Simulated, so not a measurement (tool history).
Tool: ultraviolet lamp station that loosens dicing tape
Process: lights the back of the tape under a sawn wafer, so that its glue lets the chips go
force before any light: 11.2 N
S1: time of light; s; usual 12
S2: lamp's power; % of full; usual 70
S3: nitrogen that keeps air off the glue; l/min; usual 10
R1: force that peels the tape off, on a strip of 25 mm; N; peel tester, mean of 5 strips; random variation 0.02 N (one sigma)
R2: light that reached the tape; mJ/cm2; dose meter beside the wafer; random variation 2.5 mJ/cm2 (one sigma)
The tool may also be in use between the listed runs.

{"run": 1, "hour": 0.0, "S1": 12, "S2": 70, "S3": 10, "R1": 1.413, "R2": 253}
{"run": 2, "hour": 54.7, "S1": 12, "S2": 70, "S3": 10, "R1": 1.498, "R2": 249}
{"run": 3, "hour": 104.0, "S1": 18, "S2": 70, "S3": 10, "R1": 0.725, "R2": 365}
{"hour": 124.7, "done": "window cleaned of glue's vapour"}
{"run": 4, "hour": 137.4, "S1": 12, "S2": 70, "S3": 6, "R1": 1.689, "R2": 276}
{"run": 5, "hour": 166.8, "S1": 12, "S2": 70, "S3": 4, "R1": 2.28, "R2": 279}
{"run": 6, "hour": 208.2, "S1": 12, "S2": 70, "S3": 4, "R1": 2.375, "R2": 269}
{"run": 7, "hour": 235.1, "S1": 12, "S2": 70, "S3": 4, "R1": 2.448, "R2": 265}
{"run": 8, "hour": 273.1, "S1": 12, "S2": 70, "S3": 10, "R1": 1.321, "R2": 259}
{"run": 9, "hour": 327.6, "S1": 12, "S2": 70, "S3": 9, "R1": 1.552, "R2": 256}
{"run": 10, "hour": 389.0, "S1": 12, "S2": 70, "S3": 9, "R1": 1.604, "R2": 243}
{"run": 11, "hour": 421.6, "S1": 12, "S2": 70, "S3": 3, "R1": 3.107, "R2": 246}
{"run": 12, "hour": 461.7, "S1": 12, "S2": 70, "S3": 10, "R1": 1.598, "R2": 236}
{"run": 13, "hour": 523.5, "S1": 12, "S2": 70, "S3": 11, "R1": 1.558, "R2": 232}
{"run": 14, "hour": 561.5, "S1": 12, "S2": 70, "S3": 11, "R1": 1.706, "R2": 228}
{"run": 15, "hour": 605.7, "S1": 12, "S2": 70, "S3": 11, "R1": 1.723, "R2": 219}
{"hour": 630.5, "done": "window cleaned of glue's vapour"}
{"run": 16, "hour": 662.2, "S1": 12, "S2": 70, "S3": 11, "R1": 1.319, "R2": 254}
{"run": 17, "hour": 713.7, "S1": 12, "S2": 70, "S3": 11, "R1": 1.421, "R2": 249}
{"run": 18, "hour": 766.5, "S1": 12, "S2": 70, "S3": 11, "R1": 1.42, "R2": 243}
{"run": 19, "hour": 807.1, "S1": 12, "S2": 70, "S3": 11, "R1": 1.538, "R2": 238}
{"run": 20, "hour": 840.6, "S1": 11, "S2": 70, "S3": 11, "R1": 1.841, "R2": 217}
{"run": 21, "hour": 871.6, "S1": 12, "S2": 70, "S3": 10, "R1": 1.714, "R2": 232}
{"run": 22, "hour": 899.8, "S1": 12, "S2": 70, "S3": 10, "R1": 1.71, "R2": 224}
{"hour": 946.8, "done": "lamp changed"}
{"run": 23, "hour": 958.1, "S1": 13, "S2": 70, "S3": 4, "R1": 1.973, "R2": 303}
{"run": 24, "hour": 1004.2, "S1": 13, "S2": 70, "S3": 4, "R1": 2.076, "R2": 295}
{"run": 25, "hour": 1037.1, "S1": 12, "S2": 86, "S3": 7, "R1": 1.179, "R2": 321}
{"run": 26, "hour": 1096.1, "S1": 12, "S2": 74, "S3": 7, "R1": 1.615, "R2": 276}
{"hour": 1133.8, "done": "window cleaned of glue's vapour"}
{"run": 27, "hour": 1145.2, "S1": 12, "S2": 74, "S3": 7, "R1": 1.26, "R2": 323}
{"run": 28, "hour": 1205.4, "S1": 12, "S2": 99, "S3": 15, "R1": 0.421, "R2": 415}
{"run": 29, "hour": 1247.0, "S1": 12, "S2": 84, "S3": 10, "R1": 0.788, "R2": 346}
{"run": 30, "hour": 1300.7, "S1": 21, "S2": 72, "S3": 10, "R1": 0.38, "R2": 494}
{"run": 31, "hour": 1362.1, "S1": 18, "S2": 70, "S3": 3, "R1": 1.464, "R2": 406}
{"run": 32, "hour": 1389.1, "S1": 11, "S2": 67, "S3": 15, "R1": 1.286, "R2": 231}
{"run": 33, "hour": 1421.2, "S1": 19, "S2": 85, "S3": 13, "R1": 0.313, "R2": 501}
{"run": 34, "hour": 1458.1, "S1": 12, "S2": 70, "S3": 10, "R1": 1.393, "R2": 262}
{"run": 35, "hour": 1520.1, "S1": 10, "S2": 69, "S3": 10, "R1": 2.078, "R2": 207}
{"run": 36, "hour": 1574.7, "S1": 11, "S2": 70, "S3": 4, "R1": 3.078, "R2": 221}
{"run": 37, "hour": 1617.6, "S1": 11, "S2": 70, "S3": 4, "R1": 3.104, "R2": 217}
{"hour": 1635.7, "done": "window cleaned of glue's vapour"}
{"run": 38, "hour": 1677.5, "S1": 11, "S2": 70, "S3": 4, "R1": 2.641, "R2": 248}
{"run": 39, "hour": 1709.0, "S1": 9, "S2": 60, "S3": 4, "R1": 4.093, "R2": 172}
{"run": 40, "hour": 1741.4, "S1": 20, "S2": 70, "S3": 10, "R1": 0.46, "R2": 439}
{"run": 41, "hour": 1770.3, "S1": 6, "S2": 70, "S3": 16, "R1": 3.029, "R2": 130}
{"run": 42, "hour": 1832.6, "S1": 12, "S2": 94, "S3": 6, "R1": 1.21, "R2": 338}
{"run": 43, "hour": 1867.1, "S1": 12, "S2": 94, "S3": 4, "R1": 1.622, "R2": 331}
{"run": 44, "hour": 1902.3, "S1": 12, "S2": 94, "S3": 10, "R1": 0.877, "R2": 327}

Hidden state or all else? Some run-to-run changes of R1, split into what the settings, what came in and random variation would give without the hidden state, and what is left for the hidden state (with any gauge scatter that isn't in both results):
The hidden state here: lamp's light, % of a new lamp's; light that the window lets through, % of a clean one's; drift of the gauge itself on peel_n, %; drift of the gauge itself on dose_mj_cm2, %.
Run 37 -> 38: window cleaned of glue's vapour. R1 -0.463 N: hidden state -0.512, all else +0.049.
Run 39 -> 40: S1 9 -> 20, S2 60 -> 70, S3 4 -> 10. R1 -3.633 N: hidden state -0.448, all else -3.185.
Run 40 -> 41: S1 20 -> 6, S3 10 -> 16. R1 +2.569 N: hidden state +0.505, all else +2.064.
Run 41 -> 42: S1 6 -> 12, S2 70 -> 94, S3 16 -> 6. R1 -1.819 N: hidden state -0.209, all else -1.610.

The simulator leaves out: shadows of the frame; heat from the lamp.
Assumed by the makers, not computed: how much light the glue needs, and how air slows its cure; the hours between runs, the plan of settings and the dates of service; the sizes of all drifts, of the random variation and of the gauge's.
